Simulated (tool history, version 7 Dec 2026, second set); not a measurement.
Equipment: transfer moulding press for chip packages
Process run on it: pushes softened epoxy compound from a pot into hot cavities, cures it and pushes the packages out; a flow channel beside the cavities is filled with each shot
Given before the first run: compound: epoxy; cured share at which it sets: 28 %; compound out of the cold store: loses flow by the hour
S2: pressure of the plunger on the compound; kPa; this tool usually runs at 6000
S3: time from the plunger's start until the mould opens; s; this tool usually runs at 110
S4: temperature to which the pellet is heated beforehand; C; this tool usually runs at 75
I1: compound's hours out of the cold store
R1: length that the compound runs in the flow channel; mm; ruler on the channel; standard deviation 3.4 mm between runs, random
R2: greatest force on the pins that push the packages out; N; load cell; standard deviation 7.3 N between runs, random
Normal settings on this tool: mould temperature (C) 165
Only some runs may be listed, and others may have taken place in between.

{"run": 1, "day": 0.0, "mould temperature (C)": 165, "S2": 6000, "S3": 110, "S4": 75, "I1": 24.4, "R1": 867, "R2": 297}
{"run": 2, "day": 0.958, "mould temperature (C)": 165, "S2": 6000, "S3": 110, "S4": 75, "I1": 23.6, "R1": 866, "R2": 314}
{"day": 2.054, "done": "cavities cleaned with cleaning compound and waxed"}
{"run": 3, "day": 2.338, "mould temperature (C)": 158, "S2": 6000, "S3": 110, "S4": 75, "I1": 45.5, "R1": 836, "R2": 447}
{"run": 4, "day": 3.388, "mould temperature (C)": 158, "S2": 6000, "S3": 110, "S4": 75, "I1": 26.5, "R1": 882, "R2": 501}
{"run": 5, "day": 4.196, "mould temperature (C)": 165, "S2": 6000, "S3": 110, "S4": 75, "I1": 10.8, "R1": 906, "R2": 329}
{"day": 4.729, "done": "cavities cleaned with cleaning compound and waxed"}
{"run": 6, "day": 4.912, "mould temperature (C)": 165, "S2": 6000, "S3": 130, "S4": 75, "I1": 27.3, "R1": 854, "R2": 286}
{"run": 7, "day": 5.625, "mould temperature (C)": 165, "S2": 5300, "S3": 110, "S4": 75, "I1": 39.3, "R1": 767, "R2": 311}
{"run": 8, "day": 6.367, "mould temperature (C)": 165, "S2": 5300, "S3": 110, "S4": 75, "I1": 46.7, "R1": 756, "R2": 313}
{"day": 7.362, "done": "cavities cleaned with cleaning compound and waxed"}
{"run": 9, "day": 7.533, "mould temperature (C)": 160, "S2": 5300, "S3": 103, "S4": 75, "I1": 45.6, "R1": 773, "R2": 459}
{"run": 10, "day": 8.704, "mould temperature (C)": 169, "S2": 4790, "S3": 112, "S4": 69, "I1": 9.7, "R1": 792, "R2": 284}
{"run": 11, "day": 9.271, "mould temperature (C)": 169, "S2": 4800, "S3": 112, "S4": 69, "I1": 16.7, "R1": 773, "R2": 275}

The next listed run, before its measurement:
{"day": 9.95, "done": "cavities cleaned with cleaning compound and waxed"}
{"run": 12, "day": 10.596, "mould temperature (C)": 169, "S2": 5840, "S3": 102, "S4": 82, "I1": 17.5, "R1": "?", "R2": "?"}

Run 12 came out at R1 852 mm, R2 298 N.
Take away the tool's hidden state, keep the run-to-run variation as it was, and the same run would have given R1 852 mm, R2 296 N.
